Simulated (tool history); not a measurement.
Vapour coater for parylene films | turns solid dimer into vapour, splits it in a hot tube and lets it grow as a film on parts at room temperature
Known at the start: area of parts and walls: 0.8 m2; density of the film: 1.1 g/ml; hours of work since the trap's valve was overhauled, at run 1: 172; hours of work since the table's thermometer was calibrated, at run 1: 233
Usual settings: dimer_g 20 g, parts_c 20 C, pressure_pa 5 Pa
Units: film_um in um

run   hour  dimer_g  parts_c  pressure_pa  hours of work since the trap's valve was overhauled  hours of work since the table's thermometer was calibrated  film_um
  1      0       20       20            5                                                  172                                                         233    10.19
  2   31.5       10       20            5                                                  185                                                         246     5.11
  3   60.9       10       20            5                                                  197                                                         258     5.08
  4   75.3       20       20            5                                                  203                                                         264    10.02
      81.1  -- trap's valve overhauled
  5  113.7       20       20            5                                                   13                                                         279     9.67
  6  147.1       13       20            5                                                   27                                                         292     6.31
  7  168.5       20       19         4.45                                                   36                                                         301    10.32
     183.3  -- trap's valve overhauled, once more
  8  203.1       20       19         4.45                                                    8                                                         314    10.94
  9  226.8       17       20         3.66                                                   18                                                         324     9.21
 10  252.9       17       20         3.66                                                   29                                                         335     9.03
 11  272.1       17       20         3.66                                                   37                                                         343     9.15

Some steps in film_um between neighbouring runs. How much of each would the tool show without its hidden state too (settings, what came in, random variation), and how much is left for the hidden state, with any gauge scatter that isn't in both results?
The hidden state here: vapour lost through the trap's worn valve, %; true temperature of the parts over the reading, C; drift of the gauge itself on film_um, %.
Run 1 -> 2: dimer_g 20 -> 10. film_um -5.08 um: hidden state +0.23, all else -5.31.
Run 7 -> 8: trap's valve overhauled, once more. film_um +0.62 um: hidden state +0.87, all else -0.25.
